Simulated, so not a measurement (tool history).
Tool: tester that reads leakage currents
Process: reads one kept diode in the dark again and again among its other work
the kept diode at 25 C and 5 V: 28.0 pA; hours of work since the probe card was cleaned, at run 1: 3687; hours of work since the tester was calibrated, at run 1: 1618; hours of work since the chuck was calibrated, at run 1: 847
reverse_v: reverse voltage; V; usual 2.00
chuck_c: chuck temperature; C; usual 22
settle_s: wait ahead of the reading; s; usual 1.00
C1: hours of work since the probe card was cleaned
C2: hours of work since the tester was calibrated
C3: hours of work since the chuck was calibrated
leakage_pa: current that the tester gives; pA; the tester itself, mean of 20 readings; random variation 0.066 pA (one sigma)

{"run": 1, "day": 0.0, "reverse_v": 2.0, "chuck_c": 22, "settle_s": 1.0, "C1": 3687, "C2": 1618, "C3": 847, "leakage_pa": 18.57}
{"run": 2, "day": 4.817, "reverse_v": 2.0, "chuck_c": 22, "settle_s": 6.68, "C1": 3765, "C2": 1697, "C3": 925, "leakage_pa": 18.37}
{"run": 3, "day": 10.962, "reverse_v": 17.67, "chuck_c": 22, "settle_s": 6.68, "C1": 3865, "C2": 1796, "C3": 1025, "leakage_pa": 63.86}
{"day": 11.654, "done": "probe card cleaned and baked"}
{"run": 4, "day": 16.225, "reverse_v": 17.67, "chuck_c": 22, "settle_s": 6.68, "C1": 74, "C2": 1880, "C3": 1109, "leakage_pa": 47.38}
{"run": 5, "day": 19.783, "reverse_v": 17.67, "chuck_c": 22, "settle_s": 6.68, "C1": 132, "C2": 1938, "C3": 1166, "leakage_pa": 47.95}
{"run": 6, "day": 23.867, "reverse_v": 17.67, "chuck_c": 20, "settle_s": 6.68, "C1": 199, "C2": 2004, "C3": 1233, "leakage_pa": 40.99}
{"day": 26.167, "done": "chuck's temperature calibrated"}
{"run": 7, "day": 26.967, "reverse_v": 2.0, "chuck_c": 23, "settle_s": 1.0, "C1": 248, "C2": 2053, "C3": 13, "leakage_pa": 16.23}
{"run": 8, "day": 30.488, "reverse_v": 2.0, "chuck_c": 23, "settle_s": 1.0, "C1": 305, "C2": 2111, "C3": 70, "leakage_pa": 16.53}
{"run": 9, "day": 36.45, "reverse_v": 2.0, "chuck_c": 23, "settle_s": 1.0, "C1": 402, "C2": 2208, "C3": 167, "leakage_pa": 16.65}
{"run": 10, "day": 41.925, "reverse_v": 2.0, "chuck_c": 22, "settle_s": 1.0, "C1": 491, "C2": 2297, "C3": 256, "leakage_pa": 15.52}
{"run": 11, "day": 47.879, "reverse_v": 2.0, "chuck_c": 22, "settle_s": 1.0, "C1": 588, "C2": 2393, "C3": 353, "leakage_pa": 15.89}
{"run": 12, "day": 52.562, "reverse_v": 2.0, "chuck_c": 22, "settle_s": 1.0, "C1": 664, "C2": 2470, "C3": 429, "leakage_pa": 16.07}
{"run": 13, "day": 55.746, "reverse_v": 2.0, "chuck_c": 22, "settle_s": 1.0, "C1": 716, "C2": 2521, "C3": 481, "leakage_pa": 16.17}
{"run": 14, "day": 60.371, "reverse_v": 2.0, "chuck_c": 22, "settle_s": 1.0, "C1": 791, "C2": 2596, "C3": 556, "leakage_pa": 16.48}
{"run": 15, "day": 63.854, "reverse_v": 2.0, "chuck_c": 22, "settle_s": 1.0, "C1": 847, "C2": 2653, "C3": 613, "leakage_pa": 16.5}
{"run": 16, "day": 68.45, "reverse_v": 2.0, "chuck_c": 22, "settle_s": 1.0, "C1": 922, "C2": 2728, "C3": 688, "leakage_pa": 16.83}
{"run": 17, "day": 73.108, "reverse_v": 2.0, "chuck_c": 22, "settle_s": 1.0, "C1": 998, "C2": 2804, "C3": 763, "leakage_pa": 17.01}
{"run": 18, "day": 77.583, "reverse_v": 2.0, "chuck_c": 22, "settle_s": 1.0, "C1": 1071, "C2": 2876, "C3": 836, "leakage_pa": 17.31}
{"day": 79.95, "done": "tester calibrated"}
{"run": 19, "day": 81.175, "reverse_v": 2.0, "chuck_c": 22, "settle_s": 1.0, "C1": 1128, "C2": 20, "C3": 893, "leakage_pa": 17.09}
{"run": 20, "day": 85.408, "reverse_v": 2.0, "chuck_c": 22, "settle_s": 1.0, "C1": 1197, "C2": 89, "C3": 962, "leakage_pa": 17.28}
{"run": 21, "day": 89.396, "reverse_v": 2.0, "chuck_c": 22, "settle_s": 1.0, "C1": 1261, "C2": 154, "C3": 1027, "leakage_pa": 17.47}
{"run": 22, "day": 93.642, "reverse_v": 11.44, "chuck_c": 43, "settle_s": 6.95, "C1": 1330, "C2": 223, "C3": 1096, "leakage_pa": 223.65}
{"run": 23, "day": 99.521, "reverse_v": 11.44, "chuck_c": 43, "settle_s": 6.95, "C1": 1426, "C2": 318, "C3": 1191, "leakage_pa": 226.75}
{"day": 104.204, "done": "chuck's temperature calibrated"}
{"run": 24, "day": 105.0, "reverse_v": 8.28, "chuck_c": 43, "settle_s": 6.95, "C1": 1514, "C2": 406, "C3": 13, "leakage_pa": 167.32}
{"run": 25, "day": 108.225, "reverse_v": 8.28, "chuck_c": 43, "settle_s": 6.95, "C1": 1566, "C2": 458, "C3": 65, "leakage_pa": 167.24}
{"run": 26, "day": 114.254, "reverse_v": 1.12, "chuck_c": 20, "settle_s": 0.37, "C1": 1664, "C2": 556, "C3": 163, "leakage_pa": 10.24}
{"run": 27, "day": 119.208, "reverse_v": 1.13, "chuck_c": 22, "settle_s": 2.67, "C1": 1745, "C2": 637, "C3": 244, "leakage_pa": 11.64}
{"run": 28, "day": 125.129, "reverse_v": 1.13, "chuck_c": 22, "settle_s": 0.76, "C1": 1841, "C2": 733, "C3": 340, "leakage_pa": 12.21}
{"run": 29, "day": 129.496, "reverse_v": 1.13, "chuck_c": 22, "settle_s": 0.76, "C1": 1912, "C2": 804, "C3": 411, "leakage_pa": 12.36}
{"run": 30, "day": 132.646, "reverse_v": 1.13, "chuck_c": 24, "settle_s": 8.75, "C1": 1963, "C2": 856, "C3": 462, "leakage_pa": 14.3}
{"run": 31, "day": 136.262, "reverse_v": 1.41, "chuck_c": 35, "settle_s": 3.58, "C1": 2022, "C2": 914, "C3": 521, "leakage_pa": 41.05}
{"run": 32, "day": 141.2, "reverse_v": 1.41, "chuck_c": 35, "settle_s": 3.58, "C1": 2102, "C2": 995, "C3": 602, "leakage_pa": 41.4}
{"run": 33, "day": 145.85, "reverse_v": 5.73, "chuck_c": 22, "settle_s": 0.49, "C1": 2178, "C2": 1070, "C3": 677, "leakage_pa": 31.43}
{"run": 34, "day": 149.667, "reverse_v": 2.0, "chuck_c": 22, "settle_s": 1.36, "C1": 2240, "C2": 1132, "C3": 739, "leakage_pa": 17.09}
{"run": 35, "day": 152.646, "reverse_v": 10.18, "chuck_c": 25, "settle_s": 0.38, "C1": 2288, "C2": 1181, "C3": 788, "leakage_pa": 56.86}
{"run": 36, "day": 158.321, "reverse_v": 1.62, "chuck_c": 25, "settle_s": 0.38, "C1": 2381, "C2": 1273, "C3": 880, "leakage_pa": 20.97}
{"run": 37, "day": 162.417, "reverse_v": 4.85, "chuck_c": 22, "settle_s": 1.39, "C1": 2447, "C2": 1340, "C3": 947, "leakage_pa": 28.34}
{"run": 38, "day": 165.096, "reverse_v": 2.0, "chuck_c": 37, "settle_s": 1.0, "C1": 2491, "C2": 1383, "C3": 990, "leakage_pa": 61.42}
{"run": 39, "day": 171.179, "reverse_v": 2.0, "chuck_c": 37, "settle_s": 1.0, "C1": 2590, "C2": 1482, "C3": 1089, "leakage_pa": 62.36}

4 ways to go on from here, each from the tool as it stands after run 39. What would each give?
{"run": "A", "day": 176.179, "reverse_v": 2.0, "chuck_c": 44, "settle_s": 7.98, "C1": 2671, "C2": 1563, "C3": 1170, "leakage_pa": "?"}
{"run": "B", "day": 176.179, "reverse_v": 2.0, "chuck_c": 27, "settle_s": 1.0, "C1": 2671, "C2": 1563, "C3": 1170, "leakage_pa": "?"}
{"run": "C", "day": 176.179, "reverse_v": 1.16, "chuck_c": 37, "settle_s": 1.1, "C1": 2671, "C2": 1563, "C3": 1170, "leakage_pa": "?"}
{"run": "D", "day": 176.179, "reverse_v": 1.46, "chuck_c": 22, "settle_s": 1.0, "C1": 2671, "C2": 1563, "C3": 1170, "leakage_pa": "?"}

run=A leakage_pa=108.65
run=B leakage_pa=27.90
run=C leakage_pa=48.44
run=D leakage_pa=15.89
Without the tool's hidden state the same runs would have given:
run=A leakage_pa=91.41
run=B leakage_pa=22.29
run=C leakage_pa=40.36
run=D leakage_pa=12.46
